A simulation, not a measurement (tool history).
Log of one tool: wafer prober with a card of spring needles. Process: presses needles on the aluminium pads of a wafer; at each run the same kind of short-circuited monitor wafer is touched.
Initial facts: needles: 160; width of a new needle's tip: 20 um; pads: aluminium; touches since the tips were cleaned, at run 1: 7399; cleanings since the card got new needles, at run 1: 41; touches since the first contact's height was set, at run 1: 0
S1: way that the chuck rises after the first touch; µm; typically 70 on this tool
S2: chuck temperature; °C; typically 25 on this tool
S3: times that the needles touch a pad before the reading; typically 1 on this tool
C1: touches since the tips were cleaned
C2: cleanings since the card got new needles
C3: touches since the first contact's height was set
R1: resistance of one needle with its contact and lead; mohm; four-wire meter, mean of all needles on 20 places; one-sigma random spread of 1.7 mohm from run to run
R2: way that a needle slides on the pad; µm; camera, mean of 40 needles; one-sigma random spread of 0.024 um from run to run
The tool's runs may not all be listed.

| run | hour | S1 | S2 | S3 | C1 | C2 | C3 | R1 | R2 |
|---|---|---|---|---|---|---|---|---|---|
| 1 | 0 | 70 | 25 | 1 | 7399 | 41 | 0 | 172 | 13.38 |
|  | 4.9 | tips cleaned on abrasive film |
|  | 28.4 | tips cleaned on abrasive film |
| 2 | 42.2 | 69 | 25 | 1 | 4568 | 43 | 13906 | 173 | 13.23 |
|  | 54.6 | tips cleaned on abrasive film |
|  | 78.3 | tips cleaned on abrasive film |
| 3 | 92.3 | 62 | 25 | 1 | 4659 | 45 | 30451 | 173 | 11.89 |
|  | 104.2 | tips cleaned on abrasive film |
| 4 | 122.8 | 62 | 25 | 1 | 6156 | 46 | 40515 | 177 | 11.89 |
|  | 128.7 | tips cleaned on abrasive film |
|  | 151.8 | tips cleaned on abrasive film |
| 5 | 169.7 | 70 | 25 | 1 | 5932 | 48 | 55992 | 173 | 13.47 |
|  | 177.9 | tips cleaned on abrasive film |
|  | 204.1 | tips cleaned on abrasive film |
| 6 | 211.2 | 70 | 25 | 1 | 2329 | 50 | 69645 | 177 | 13.43 |
|  | 227.2 | tips cleaned on abrasive film |
|  | 251.7 | tips cleaned on abrasive film |
| 7 | 259.7 | 70 | 25 | 1 | 2641 | 52 | 85648 | 174 | 13.47 |
|  | 275.1 | tips cleaned on abrasive film |
|  | 299 | tips cleaned on abrasive film |
| 8 | 301.1 | 51 | 25 | 1 | 710 | 54 | 99312 | 180 | 9.87 |
|  | 322.9 | tips cleaned on abrasive film |
| 9 | 337.1 | 51 | 25 | 1 | 4723 | 55 | 111211 | 178 | 9.83 |
|  | 348.7 | tips cleaned on abrasive film |
|  | 356.8 | height of the first contact set anew |
|  | 376.5 | tips cleaned on abrasive film |
| 10 | 386 | 51 | 25 | 1 | 3148 | 57 | 9638 | 180 | 9.87 |
|  | 402.3 | tips cleaned on abrasive film |
|  | 428 | tips cleaned on abrasive film |
| 11 | 436.9 | 51 | 25 | 1 | 2934 | 59 | 26425 | 179 | 9.82 |
|  | 452.8 | tips cleaned on abrasive film |
| 12 | 460.8 | 51 | 25 | 1 | 2670 | 60 | 34322 | 179 | 9.87 |
|  | 478.1 | tips cleaned on abrasive film |
| 13 | 495.4 | 51 | 25 | 1 | 5708 | 61 | 45734 | 180 | 9.89 |
|  | 503.4 | tips cleaned on abrasive film |
|  | 526.6 | tips cleaned on abrasive film |
| 14 | 543.8 | 70 | 75 | 1 | 5670 | 63 | 61696 | 183 | 13.58 |
|  | 553.6 | tips cleaned on abrasive film |
|  | 579.3 | tips cleaned on abrasive film |
| 15 | 587.9 | 67 | 25 | 1 | 2859 | 65 | 76266 | 177 | 13.01 |
|  | 605.5 | tips cleaned on abrasive film |
|  | 629.1 | tips cleaned on abrasive film |
| 16 | 629.1 | 67 | 25 | 1 | 0 | 67 | 89833 | 173 | 13.02 |
|  | 654.2 | tips cleaned on abrasive film |
| 17 | 672.1 | 89 | 84 | 1 | 5942 | 68 | 104057 | 182 | 17.33 |
|  | 680.7 | tips cleaned on abrasive film |
|  | 705.5 | tips cleaned on abrasive film |
|  | 715 | height of the first contact set anew |
| 18 | 717.1 | 56 | 51 | 1 | 3741 | 70 | 704 | 181 | 10.91 |
|  | 733.4 | tips cleaned on abrasive film |
| 19 | 752.5 | 63 | 51 | 1 | 6333 | 71 | 12399 | 182 | 12.31 |
|  | 760.1 | tips cleaned on abrasive film |
|  | 784.3 | tips cleaned on abrasive film |
| 20 | 790.3 | 71 | 25 | 2 | 1968 | 73 | 24834 | 175 | 13.87 |
|  | 809.2 | tips cleaned on abrasive film |
| 21 | 828.9 | 67 | 25 | 1 | 6514 | 74 | 37590 | 175 | 13.07 |
|  | 835.7 | tips cleaned on abrasive film |
|  | 860.4 | tips cleaned on abrasive film |
| 22 | 881.3 | 70 | 25 | 1 | 6932 | 76 | 54906 | 176 | 13.72 |
|  | 885.7 | tips cleaned on abrasive film |
|  | 909.7 | tips cleaned on abrasive film |
| 23 | 931.1 | 70 | 25 | 1 | 7084 | 78 | 71311 | 173 | 13.7 |
|  | 934.1 | tips cleaned on abrasive film |
|  | 959.2 | tips cleaned on abrasive film |
| 24 | 960.1 | 70 | 25 | 1 | 301 | 80 | 80862 | 174 | 13.77 |
|  | 984.3 | tips cleaned on abrasive film |
| 25 | 984.3 | 55 | 31 | 1 | 0 | 81 | 88853 | 179 | 10.81 |
|  | 1009.1 | tips cleaned on abrasive film |
| 26 | 1013.6 | 55 | 31 | 1 | 1498 | 82 | 98514 | 180 | 10.77 |
|  | 1032.9 | tips cleaned on abrasive film |
| 27 | 1050.4 | 70 | 122 | 1 | 5797 | 83 | 110669 | 194 | 13.72 |
|  | 1057.9 | tips cleaned on abrasive film |
|  | 1070.4 | height of the first contact set anew |
|  | 1083.2 | tips cleaned on abrasive film |
| 28 | 1083.2 | 70 | 122 | 1 | 0 | 85 | 4203 | 191 | 13.77 |
|  | 1108.4 | tips cleaned on abrasive film |
|  | 1132.7 | tips cleaned on abrasive film |
| 29 | 1132.9 | 56 | 122 | 1 | 61 | 87 | 20593 | 199 | 11.04 |
|  | 1157.3 | tips cleaned on abrasive film |
| 30 | 1161.1 | 56 | 122 | 1 | 1249 | 88 | 29887 | 200 | 11.03 |
|  | 1181.5 | tips cleaned on abrasive film |
|  | 1193.4 | gauge calibrated |
| 31 | 1200.3 | 56 | 43 | 1 | 6224 | 89 | 42840 | 180 | 10.75 |

Consider 4 possible next runs. They are alternatives, not a sequence: every one starts from the tool as it was left by run 31. What does each give?
|  | 1207.5 | tips cleaned on abrasive film |
|  | 1233.1 | tips cleaned on abrasive film |
| A | 1233.5 | 79 | 25 | 2 | 104 | 91 | 53766 | ? | ? |
|  | 1207.5 | tips cleaned on abrasive film |
|  | 1233.1 | tips cleaned on abrasive film |
| B | 1233.5 | 56 | 31 | 1 | 104 | 91 | 53766 | ? | ? |
|  | 1207.5 | tips cleaned on abrasive film |
|  | 1233.1 | tips cleaned on abrasive film |
| C | 1233.5 | 56 | 43 | 2 | 104 | 91 | 53766 | ? | ? |
|  | 1207.5 | tips cleaned on abrasive film |
|  | 1233.1 | tips cleaned on abrasive film |
| D | 1233.5 | 70 | 25 | 2 | 104 | 91 | 53766 | ? | ? |

| run | R1 | R2 |
|---|---|---|
| A | 170 | 15.13 |
| B | 178 | 10.75 |
| C | 180 | 10.78 |
| D | 175 | 13.4 |
Stripped of hidden state, with their random variation kept, the same runs would have yielded:
| run | R1 | R2 |
|---|---|---|
| A | 170 | 15.11 |
| B | 178 | 10.74 |
| C | 180 | 10.77 |
| D | 175 | 13.39 |
